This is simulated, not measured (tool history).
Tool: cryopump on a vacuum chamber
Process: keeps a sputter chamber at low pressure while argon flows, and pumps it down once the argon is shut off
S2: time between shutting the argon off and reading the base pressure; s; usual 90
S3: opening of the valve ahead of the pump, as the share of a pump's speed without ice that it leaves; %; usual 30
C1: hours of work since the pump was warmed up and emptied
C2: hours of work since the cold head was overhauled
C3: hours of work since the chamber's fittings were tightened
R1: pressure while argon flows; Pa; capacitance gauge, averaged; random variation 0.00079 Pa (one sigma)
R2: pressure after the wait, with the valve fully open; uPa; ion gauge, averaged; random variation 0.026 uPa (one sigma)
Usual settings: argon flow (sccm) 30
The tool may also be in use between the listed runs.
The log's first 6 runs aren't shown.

run 7 hour=375.9 | argon_flow_(sccm)=30 S2=90 S3=30 | C1=507 C2=507 C3=3155 | R1=0.1606 R2=4.65
run 8 hour=445.8 | argon_flow_(sccm)=30 S2=90 S3=30 | C1=557 C2=557 C3=3205 | R1=0.1623 R2=4.63
run 9 hour=519.8 | argon_flow_(sccm)=30 S2=90 S3=30 | C1=609 C2=609 C3=3257 | R1=0.1625 R2=4.87
-- hour=550.5 pump warmed up, emptied and cooled again
run 10 hour=587.4 | argon_flow_(sccm)=30 S2=36 S3=30 | C1=26 C2=653 C3=3301 | R1=0.1552 R2=5.48
run 11 hour=623.2 | argon_flow_(sccm)=30 S2=36 S3=30 | C1=51 C2=679 C3=3327 | R1=0.1558 R2=5.66
-- hour=645 leaking fittings of the chamber tightened, without venting
run 12 hour=708.9 | argon_flow_(sccm)=30 S2=36 S3=30 | C1=111 C2=738 C3=45 | R1=0.1563 R2=2.42
run 13 hour=745.7 | argon_flow_(sccm)=14 S2=90 S3=30 | C1=137 C2=764 C3=71 | R1=0.0729 R2=1.21
run 14 hour=796.7 | argon_flow_(sccm)=14 S2=90 S3=30 | C1=173 C2=800 C3=107 | R1=0.0732 R2=1.2
run 15 hour=883.6 | argon_flow_(sccm)=14 S2=90 S3=30 | C1=234 C2=862 C3=169 | R1=0.0748 R2=1.34
run 16 hour=957.3 | argon_flow_(sccm)=14 S2=90 S3=30 | C1=286 C2=914 C3=221 | R1=0.0735 R2=1.37
run 17 hour=1005.3 | argon_flow_(sccm)=14 S2=90 S3=30 | C1=320 C2=948 C3=255 | R1=0.0742 R2=1.39
run 18 hour=1048.7 | argon_flow_(sccm)=14 S2=47 S3=35 | C1=351 C2=979 C3=286 | R1=0.0634 R2=2.2
run 19 hour=1090.7 | argon_flow_(sccm)=32 S2=90 S3=30 | C1=381 C2=1008 C3=316 | R1=0.1687 R2=1.45
run 20 hour=1148.2 | argon_flow_(sccm)=32 S2=90 S3=30 | C1=422 C2=1049 C3=356 | R1=0.1705 R2=1.49
run 21 hour=1186.4 | argon_flow_(sccm)=30 S2=182 S3=52 | C1=449 C2=1076 C3=383 | R1=0.0949 R2=1.16
run 22 hour=1224.7 | argon_flow_(sccm)=30 S2=182 S3=52 | C1=476 C2=1103 C3=410 | R1=0.0953 R2=1.18

Run 23 comes next. What will it give?
run 23 hour=1297.5 | argon_flow_(sccm)=30 S2=216 S3=30 | C1=527 C2=1155 C3=462 | R1=? R2=?

Run 23 gave R1 0.1622 Pa, R2 1.22 uPa.
Without the tool's hidden state the same run would have given R1 0.1552 Pa, R2 0.65 uPa.

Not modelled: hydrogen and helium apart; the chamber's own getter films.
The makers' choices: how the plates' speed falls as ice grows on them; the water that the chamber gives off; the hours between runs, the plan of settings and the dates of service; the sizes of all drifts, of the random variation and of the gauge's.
